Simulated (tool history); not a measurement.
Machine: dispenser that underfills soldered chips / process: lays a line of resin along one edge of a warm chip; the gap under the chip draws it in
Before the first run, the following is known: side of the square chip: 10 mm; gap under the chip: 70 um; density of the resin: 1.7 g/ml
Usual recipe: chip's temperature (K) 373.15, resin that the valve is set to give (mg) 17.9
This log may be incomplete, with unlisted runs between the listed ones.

| run | day | chip's temperature (K) | resin that the valve is set to give (mg) | time until the resin shows at the far edge (s) | resin that the valve gave (mg) |
|---|---|---|---|---|---|
| 1 | 0.000 | 373.15 | 17.9 | 47.8 | 17.81 |
|  | 0.058 | new syringe of resin |
| 2 | 0.521 | 373.15 | 17.9 | 39.0 | 17.58 |
|  | 0.796 | new syringe of resin |
| 3 | 0.842 | 362.15 | 17.9 | 48.5 | 17.68 |
| 4 | 1.125 | 362.15 | 17.9 | 58.8 | 17.58 |
|  | 1.533 | new syringe of resin |
| 5 | 1.567 | 376.15 | 17.9 | 25.3 | 17.39 |
| 6 | 2.125 | 373.15 | 23.2 | 43.8 | 22.35 |
|  | 2.296 | new syringe of resin |
| 7 | 2.608 | 372.15 | 23.2 | 36.6 | 22.28 |
|  | 3.021 | new syringe of resin |
| 8 | 3.167 | 372.15 | 23.2 | 32.1 | 22.04 |
| 9 | 3.488 | 372.15 | 23.2 | 41.6 | 22.16 |
|  | 3.762 | new syringe of resin |
| 10 | 3.788 | 373.15 | 17.9 | 29.3 | 16.94 |
| 11 | 4.308 | 373.15 | 17.9 | 42.9 | 16.88 |
|  | 4.504 | new syringe of resin |
| 12 | 4.850 | 373.15 | 17.9 | 36.5 | 16.63 |
|  | 5.238 | new syringe of resin |
| 13 | 5.254 | 373.15 | 17.9 | 28.8 | 16.72 |
|  | 5.400 | dispensing valve cleaned and set on the balance |
| 14 | 5.875 | 373.15 | 17.5 | 44.5 | 17.26 |
|  | 6.021 | new syringe of resin |
| 15 | 6.292 | 370.15 | 18.4 | 37.6 | 18.44 |
| 16 | 6.600 | 388.15 | 20.3 | 22.5 | 19.82 |
|  | 6.775 | new syringe of resin |
| 17 | 7.133 | 385.15 | 23.3 | 21.7 | 22.68 |
| 18 | 7.479 | 370.15 | 19.7 | 53.0 | 19.11 |
|  | 7.521 | new syringe of resin |
| 19 | 7.783 | 370.15 | 19.7 | 40.6 | 19.25 |
| 20 | 8.208 | 373.15 | 15.8 | 50.2 | 15.37 |
|  | 8.258 | new syringe of resin |
| 21 | 8.817 | 380.15 | 15.8 | 31.8 | 15.14 |
|  | 9.000 | new syringe of resin |
| 22 | 9.388 | 380.15 | 15.8 | 29.5 | 15.02 |
|  | 9.758 | new syringe of resin |
| 23 | 9.796 | 380.15 | 15.8 | 21.6 | 15.02 |
| 24 | 10.088 | 379.15 | 22.9 | 26.5 | 21.80 |
| 25 | 10.442 | 367.15 | 23.0 | 59.4 | 21.94 |
|  | 10.504 | new syringe of resin |
| 26 | 11.021 | 375.15 | 18.4 | 37.6 | 17.25 |
|  | 11.262 | new syringe of resin |
| 27 | 11.283 | 382.15 | 19.2 | 18.8 | 17.85 |
| 28 | 11.529 | 361.15 | 20.5 | 58.1 | 19.07 |

Subtracting, for every run, the result it would have given without the tool's unlogged condition from the measured result gives the following. The same run-to-run variation enters both numbers; the gauge's scatter may not:
The hidden state here: resin's viscosity, % of fresh resin's; dose that the valve gives, % of what is set; true chip temperature over the reading, C; drift of the gauge itself on fill_s, %; drift of the gauge itself on given_mg, %.
| run | time until the resin shows at the far edge (s) | resin that the valve gave (mg) |
|---|---|---|
| 1 | +17.8 | -0.18 |
| 2 | +10.0 | -0.27 |
| 3 | -0.9 | -0.33 |
| 4 | +10.4 | -0.38 |
| 5 | +0.0 | -0.48 |
| 6 | +14.6 | -0.77 |
| 7 | +6.1 | -0.91 |
| 8 | +2.0 | -1.04 |
| 9 | +10.6 | -1.13 |
| 10 | -0.4 | -0.94 |
| 11 | +13.4 | -1.05 |
| 12 | +7.3 | -1.16 |
| 13 | -0.5 | -1.25 |
| 14 | +14.7 | -0.12 |
| 15 | +4.9 | -0.21 |
| 16 | +6.8 | -0.29 |
| 17 | +4.3 | -0.48 |
| 18 | +20.0 | -0.48 |
| 19 | +5.9 | -0.55 |
| 20 | +19.2 | -0.51 |
| 21 | +9.9 | -0.62 |
| 22 | +6.8 | -0.73 |
| 23 | -0.2 | -0.80 |
| 24 | +4.5 | -1.22 |
| 25 | +21.5 | -1.33 |
| 26 | +10.8 | -1.16 |
| 27 | -0.8 | -1.27 |
| 28 | +7.3 | -1.41 |

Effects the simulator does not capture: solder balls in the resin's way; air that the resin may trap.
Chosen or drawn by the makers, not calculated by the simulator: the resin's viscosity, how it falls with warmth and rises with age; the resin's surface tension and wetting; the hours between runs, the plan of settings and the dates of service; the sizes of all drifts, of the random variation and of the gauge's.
